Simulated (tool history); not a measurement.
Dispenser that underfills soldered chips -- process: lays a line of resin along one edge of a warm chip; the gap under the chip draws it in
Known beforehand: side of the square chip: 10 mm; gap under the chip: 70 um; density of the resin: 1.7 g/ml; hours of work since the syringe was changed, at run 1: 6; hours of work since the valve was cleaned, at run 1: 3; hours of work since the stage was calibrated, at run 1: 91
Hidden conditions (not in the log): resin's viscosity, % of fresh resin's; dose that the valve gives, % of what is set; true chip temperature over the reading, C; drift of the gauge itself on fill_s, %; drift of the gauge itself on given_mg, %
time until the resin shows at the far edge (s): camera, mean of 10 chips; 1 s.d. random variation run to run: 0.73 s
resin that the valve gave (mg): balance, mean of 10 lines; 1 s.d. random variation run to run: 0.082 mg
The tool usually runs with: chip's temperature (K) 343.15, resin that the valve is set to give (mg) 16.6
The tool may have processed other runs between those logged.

run    day  chip's temperature (K)  resin that the valve is set to give (mg)  hours of work since the syringe was changed  hours of work since the valve was cleaned  hours of work since the stage was calibrated  time until the resin shows at the far edge (s)  resin that the valve gave (mg)
  1  0.000                  343.15                                      16.6                                            6                                          3                                            91                                            95.3                           16.63
  2  0.092                  343.15                                      16.6                                            8                                          5                                            93                                           103.6                           16.60
  3  0.279                  343.15                                      16.6                                           11                                          8                                            96                                           126.1                           16.54
     0.362  -- new syringe of resin
  4  0.454                  343.15                                      16.6                                            2                                         11                                            98                                            74.0                           16.49
  5  0.612                  343.15                                      17.4                                            4                                         13                                           101                                            85.2                           17.38
  6  0.767                  343.15                                      17.4                                            7                                         16                                           104                                            98.5                           17.31
  7  0.875                  343.15                                      16.6                                            8                                         18                                           105                                           110.7                           16.29
  8  0.996                  343.15                                      16.6                                           11                                         20                                           107                                           122.0                           16.43
     1.100  -- new syringe of resin
  9  1.142                  353.15                                      16.6                                            1                                         22                                           110                                            48.1                           16.30
 10  1.238                  353.15                                      16.6                                            2                                         23                                           111                                            52.8                           16.42
 11  1.367                  353.15                                      19.4                                            4                                         26                                           113                                            57.5                           19.14
 12  1.483                  353.15                                      14.4                                            6                                         27                                           115                                            67.8                           14.06
 13  1.579                  353.15                                      14.4                                            8                                         29                                           117                                            75.2                           14.07
 14  1.721                  353.15                                      14.4                                           10                                         31                                           119                                            86.0                           13.94
 15  1.796                  332.15                                      16.4                                           12                                         33                                           121                                           208.1                           16.04
     1.833  -- new syringe of resin
 16  1.971                  332.15                                      16.4                                            2                                         35                                           123                                           123.4                           16.02
 17  2.150                  343.15                                      16.6                                            5                                         38                                           126                                            92.8                           16.14
 18  2.321                  343.15                                      15.3                                            8                                         41                                           129                                           112.0                           14.94
 19  2.504                  354.15                                      20.6                                           11                                         44                                           132                                            79.0                           20.06
     2.562  -- new syringe of resin
 20  2.617                  347.15                                      14.4                                            1                                         46                                           134                                            65.7                           13.99
 21  2.742                  337.15                                      17.5                                            3                                         48                                           136                                           103.2                           16.84
 22  2.871                  333.15                                      19.8                                            5                                         50                                           138                                           136.9                           19.14

Predict each of these 5 candidate next runs independently; none follows another, all start after run 22:
  A  2.996                  333.15                                      17.3                                            7                                         52                                           140                                               ?                               ?
  B  2.996                  353.15                                      14.3                                            7                                         52                                           140                                               ?                               ?
  C  2.996                  350.15                                      16.9                                            7                                         52                                           140                                               ?                               ?
  D  2.996                  351.15                                      17.0                                            7                                         52                                           140                                               ?                               ?
  E  2.996                  329.15                                      19.0                                            7                                         52                                           140                                               ?                               ?

run  time until the resin shows at the far edge (s)  resin that the valve gave (mg)
  A                                           153.7                           16.67
  B                                            73.3                           13.65
  C                                            77.5                           16.20
  D                                            76.1                           16.29
  E                                           182.8                           18.23
Take away the tool's hidden state, keep each run's random variation, and the runs would have read:
run  time until the resin shows at the far edge (s)  resin that the valve gave (mg)
  A                                            98.6                           17.35
  B                                            46.8                           14.20
  C                                            49.9                           16.85
  D                                            49.0                           16.95
  E                                           117.8                           18.97

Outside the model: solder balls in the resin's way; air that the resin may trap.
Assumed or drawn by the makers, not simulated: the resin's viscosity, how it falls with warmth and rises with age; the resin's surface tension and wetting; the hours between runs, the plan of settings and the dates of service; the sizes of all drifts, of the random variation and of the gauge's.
